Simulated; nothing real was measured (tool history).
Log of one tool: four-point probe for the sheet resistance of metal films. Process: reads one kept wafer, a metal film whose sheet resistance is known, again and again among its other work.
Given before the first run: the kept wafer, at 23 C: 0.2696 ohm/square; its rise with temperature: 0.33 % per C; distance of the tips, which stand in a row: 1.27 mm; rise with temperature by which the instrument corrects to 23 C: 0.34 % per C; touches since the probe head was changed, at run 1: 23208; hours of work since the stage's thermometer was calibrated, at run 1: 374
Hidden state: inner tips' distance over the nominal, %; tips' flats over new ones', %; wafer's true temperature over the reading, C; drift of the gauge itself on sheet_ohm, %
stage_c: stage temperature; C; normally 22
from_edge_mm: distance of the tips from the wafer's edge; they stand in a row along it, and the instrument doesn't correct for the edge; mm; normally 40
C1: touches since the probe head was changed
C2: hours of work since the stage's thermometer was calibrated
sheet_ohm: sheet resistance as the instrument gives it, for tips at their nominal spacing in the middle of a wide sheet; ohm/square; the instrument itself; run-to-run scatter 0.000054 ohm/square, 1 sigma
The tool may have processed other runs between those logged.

run 1 hour=0.0 | stage_c=22 from_edge_mm=40 | C1=23208 C2=374 | sheet_ohm=0.269813
run 2 hour=110.5 | stage_c=22 from_edge_mm=40 | C1=24438 C2=419 | sheet_ohm=0.269787
run 3 hour=243.9 | stage_c=22 from_edge_mm=40 | C1=25921 C2=473 | sheet_ohm=0.269858
run 4 hour=363.5 | stage_c=22 from_edge_mm=40 | C1=27252 C2=522 | sheet_ohm=0.269805
run 5 hour=490.7 | stage_c=22 from_edge_mm=40 | C1=28667 C2=573 | sheet_ohm=0.269828
run 6 hour=624.3 | stage_c=29 from_edge_mm=40 | C1=30154 C2=628 | sheet_ohm=0.269646
run 7 hour=691.2 | stage_c=29 from_edge_mm=40 | C1=30898 C2=655 | sheet_ohm=0.269578
run 8 hour=826.1 | stage_c=22 from_edge_mm=18 | C1=32398 C2=710 | sheet_ohm=0.270337
run 9 hour=919.2 | stage_c=34 from_edge_mm=40 | C1=33434 C2=748 | sheet_ohm=0.269521
run 10 hour=1027.9 | stage_c=22 from_edge_mm=40 | C1=34644 C2=792 | sheet_ohm=0.269893
run 11 hour=1145.8 | stage_c=22 from_edge_mm=40 | C1=35956 C2=840 | sheet_ohm=0.269850
run 12 hour=1269.0 | stage_c=22 from_edge_mm=40 | C1=37327 C2=890 | sheet_ohm=0.269806
run 13 hour=1366.2 | stage_c=22 from_edge_mm=40 | C1=38408 C2=930 | sheet_ohm=0.269826
run 14 hour=1500.1 | stage_c=22 from_edge_mm=70 | C1=39898 C2=984 | sheet_ohm=0.269735
run 15 hour=1558.2 | stage_c=22 from_edge_mm=70 | C1=40544 C2=1008 | sheet_ohm=0.269710
run 16 hour=1638.0 | stage_c=21 from_edge_mm=40 | C1=41432 C2=1040 | sheet_ohm=0.269812
run 17 hour=1746.2 | stage_c=22 from_edge_mm=40 | C1=42636 C2=1084 | sheet_ohm=0.269762
run 18 hour=1809.3 | stage_c=22 from_edge_mm=40 | C1=43338 C2=1110 | sheet_ohm=0.269828
run 19 hour=1941.9 | stage_c=22 from_edge_mm=40 | C1=44813 C2=1164 | sheet_ohm=0.269881
run 20 hour=2000.9 | stage_c=22 from_edge_mm=40 | C1=45470 C2=1188 | sheet_ohm=0.269753
run 21 hour=2112.6 | stage_c=22 from_edge_mm=40 | C1=46712 C2=1233 | sheet_ohm=0.269841
run 22 hour=2222.8 | stage_c=22 from_edge_mm=40 | C1=47938 C2=1278 | sheet_ohm=0.269816
run 23 hour=2344.4 | stage_c=22 from_edge_mm=40 | C1=49291 C2=1328 | sheet_ohm=0.269761
run 24 hour=2418.2 | stage_c=23 from_edge_mm=10 | C1=50113 C2=1358 | sheet_ohm=0.271870
run 25 hour=2551.8 | stage_c=23 from_edge_mm=10 | C1=51600 C2=1412 | sheet_ohm=0.271957
run 26 hour=2678.0 | stage_c=18 from_edge_mm=40 | C1=53003 C2=1463 | sheet_ohm=0.269935
run 27 hour=2747.9 | stage_c=22 from_edge_mm=29 | C1=53781 C2=1492 | sheet_ohm=0.269992
-- hour=2850.4 stage's thermometer calibrated
run 28 hour=2871.6 | stage_c=29 from_edge_mm=27 | C1=55152 C2=9 | sheet_ohm=0.269714
run 29 hour=2967.2 | stage_c=27 from_edge_mm=43 | C1=56215 C2=47 | sheet_ohm=0.269603
run 30 hour=3082.1 | stage_c=34 from_edge_mm=3 | C1=57494 C2=94 | sheet_ohm=0.292800
run 31 hour=3213.4 | stage_c=34 from_edge_mm=3 | C1=58954 C2=148 | sheet_ohm=0.292827
run 32 hour=3304.9 | stage_c=27 from_edge_mm=9 | C1=59973 C2=185 | sheet_ohm=0.272386
run 33 hour=3411.0 | stage_c=27 from_edge_mm=9 | C1=61153 C2=228 | sheet_ohm=0.272354
run 34 hour=3510.7 | stage_c=30 from_edge_mm=8 | C1=62262 C2=269 | sheet_ohm=0.273025
run 35 hour=3571.1 | stage_c=22 from_edge_mm=47 | C1=62934 C2=293 | sheet_ohm=0.269781
run 36 hour=3632.1 | stage_c=22 from_edge_mm=11 | C1=63613 C2=318 | sheet_ohm=0.271510
run 37 hour=3760.4 | stage_c=21 from_edge_mm=40 | C1=65040 C2=370 | sheet_ohm=0.269794
run 38 hour=3872.8 | stage_c=28 from_edge_mm=60 | C1=66291 C2=416 | sheet_ohm=0.269463
run 39 hour=3969.8 | stage_c=28 from_edge_mm=60 | C1=67371 C2=455 | sheet_ohm=0.269500
run 40 hour=4103.6 | stage_c=27 from_edge_mm=29 | C1=68859 C2=510 | sheet_ohm=0.269748
run 41 hour=4158.3 | stage_c=27 from_edge_mm=29 | C1=69467 C2=532 | sheet_ohm=0.269801
run 42 hour=4232.6 | stage_c=22 from_edge_mm=75 | C1=70294 C2=562 | sheet_ohm=0.269733
-- hour=4274.2 new probe head fitted
run 43 hour=4308.9 | stage_c=22 from_edge_mm=75 | C1=386 C2=593 | sheet_ohm=0.269600
run 44 hour=4380.0 | stage_c=34 from_edge_mm=14 | C1=1177 C2=622 | sheet_ohm=0.270423
run 45 hour=4449.9 | stage_c=34 from_edge_mm=21 | C1=1955 C2=650 | sheet_ohm=0.269788
run 46 hour=4568.8 | stage_c=31 from_edge_mm=13 | C1=3278 C2=699 | sheet_ohm=0.270771

Take each entry between the runs: how does the hidden state at the last listed run before it differ from the hidden state at the first listed run after it?
Between runs 27 and 28: stage's thermometer calibrated (hour 2850.4)
  inner tips' distance over the nominal, %: 0.004 -> 0.003; wafer's true temperature over the reading, C: 0.01 -> 0
Between runs 42 and 43: new probe head fitted (hour 4274.2)
  inner tips' distance over the nominal, %: 0 -> -0.007; tips' flats over new ones', %: 2 -> 0
